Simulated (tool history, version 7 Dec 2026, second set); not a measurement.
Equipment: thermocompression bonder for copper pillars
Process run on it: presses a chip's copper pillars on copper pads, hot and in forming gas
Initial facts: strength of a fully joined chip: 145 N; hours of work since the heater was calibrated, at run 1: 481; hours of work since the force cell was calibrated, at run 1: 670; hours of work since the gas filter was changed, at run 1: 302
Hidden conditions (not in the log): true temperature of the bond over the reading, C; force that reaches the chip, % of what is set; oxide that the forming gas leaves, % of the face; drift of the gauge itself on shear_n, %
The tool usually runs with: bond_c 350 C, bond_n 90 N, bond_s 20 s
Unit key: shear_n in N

run	day	bond_c	bond_n	bond_s	hours of work since the heater was calibrated	hours of work since the force cell was calibrated	hours of work since the gas filter was changed	shear_n
1	0	350	90	20	481	670	302	90.7
2	0.638	350	107	20	492	681	313	102.2
3	1.404	350	90	20	505	694	327	90.7
4	2.212	350	90	12	519	708	341	76.8
5	2.767	350	90	12	529	718	351	77.8
6	3.579	350	90	20	543	732	365	91.1
7	4.579	350	90	20	561	749	382	91.2
8	5.35	350	90	20	574	763	396	90.9
9	6.229	350	90	20	590	778	411	91.4
# day 6.954: heater calibrated with a thermocouple chip
10	6.967	350	90	20	0	790	423	89.7
11	7.488	350	57	20	9	799	432	61.9
12	8.204	350	57	20	22	811	444	61
13	9.067	356	90	20	37	826	459	94.2
14	9.875	356	81	20	51	841	473	86.6
15	10.654	350	90	59	65	854	487	117.7
# day 10.788: forming gas filter changed
16	11.6	350	90	59	81	870	14	119.9
17	12.512	350	90	59	97	886	30	119.5
18	13.279	350	90	59	110	900	44	118.6
19	13.975	350	90	59	122	912	56	119.5
20	14.808	350	90	59	137	926	70	119.2
21	15.575	350	110	18	150	940	84	103.1
22	16.521	361	107	18	167	956	100	106
23	17.267	336	94	12	180	969	113	74.1
24	17.742	336	94	12	188	978	122	73.7
25	18.479	350	72	17	201	990	134	73.4
26	19.35	331	68	17	216	1006	150	59.8
27	19.875	361	98	17	225	1015	159	99.9
28	20.796	361	98	17	241	1031	175	99.9
29	21.275	377	64	20	250	1039	183	83.3
30	21.767	377	64	20	258	1048	192	83.2
31	22.517	353	90	37	271	1061	205	110.4
32	23.129	350	88	20	282	1072	216	91.5
33	23.704	355	124	12	292	1082	226	103.1
34	24.717	355	124	12	310	1099	243	103.4
35	25.729	340	56	14	328	1117	261	49.2
36	26.583	363	114	56	342	1132	276	135.5
37	27.371	363	114	56	356	1146	290	136
38	27.862	327	90	31	365	1154	298	91.1
39	28.588	342	68	31	377	1167	311	80.3
# day 28.675: gauge calibrated
40	29.142	342	68	31	387	1177	321	77.9

Below, some changes in shear_n between adjacent runs. For each, the amount present without the hidden state too (settings, incoming material, random variation) and the amount remaining for the hidden state with gauge scatter not shared by both compared results:
Run 34 -> 35: bond_c 355 -> 340, bond_n 124 -> 56, bond_s 12 -> 14. shear_n -54.2 N: hidden state -1.1, all else -53.1.
Run 35 -> 36: bond_c 340 -> 363, bond_n 56 -> 114, bond_s 14 -> 56. shear_n +86.3 N: hidden state +2, all else +84.3.
Run 37 -> 38: bond_c 363 -> 327, bond_n 114 -> 90, bond_s 56 -> 31. shear_n -44.9 N: hidden state -0.9, all else -44.
Run 39 -> 40: gauge calibrated. shear_n -2.4 N: hidden state -2.2, all else -0.2.

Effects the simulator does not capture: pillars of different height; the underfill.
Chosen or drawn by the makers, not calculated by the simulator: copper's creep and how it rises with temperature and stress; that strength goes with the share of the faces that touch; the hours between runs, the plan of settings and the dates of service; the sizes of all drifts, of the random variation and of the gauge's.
